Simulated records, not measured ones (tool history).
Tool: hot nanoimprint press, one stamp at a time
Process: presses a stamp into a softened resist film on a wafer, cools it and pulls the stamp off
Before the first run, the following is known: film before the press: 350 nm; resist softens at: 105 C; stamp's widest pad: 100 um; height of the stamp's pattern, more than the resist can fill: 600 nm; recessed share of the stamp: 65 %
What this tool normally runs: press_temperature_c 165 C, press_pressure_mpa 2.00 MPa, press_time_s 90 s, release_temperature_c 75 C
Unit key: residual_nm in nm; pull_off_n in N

run	hour	press_temperature_c	press_pressure_mpa	press_time_s	release_temperature_c	residual_nm	pull_off_n
1	0.0	165	2.00	90	75	154.7	187
2	7.8	165	2.00	90	75	152.2	187
3	21.0	165	2.00	90	75	151.8	190
4	34.7	165	2.00	90	75	152.9	188
5	47.1	165	2.00	90	75	151.4	185
6	53.6	165	2.00	90	75	153.9	189
7	59.9	165	2.00	65	75	172.3	190
8	73.0	165	2.00	65	75	172.4	186
9	83.9	165	2.00	90	75	152.7	187
10	94.8	165	2.00	90	75	153.3	189
11	106.2	165	2.00	166	81	120.4	155
12	118.9	165	2.00	166	81	119.5	156
13	124.5	171	2.00	90	75	110.9	189
14	135.3	171	2.08	173	75	82.4	190

Run 15 comes next. What will it give?
15	148.2	171	2.08	85	61	?	?

Run 15 gave residual_nm 110.3 nm, pull_off_n 267 N.
Take away the tool's hidden state, keep the run-to-run variation as it was, and the same run would have given residual_nm 110.5 nm, pull_off_n 266 N.
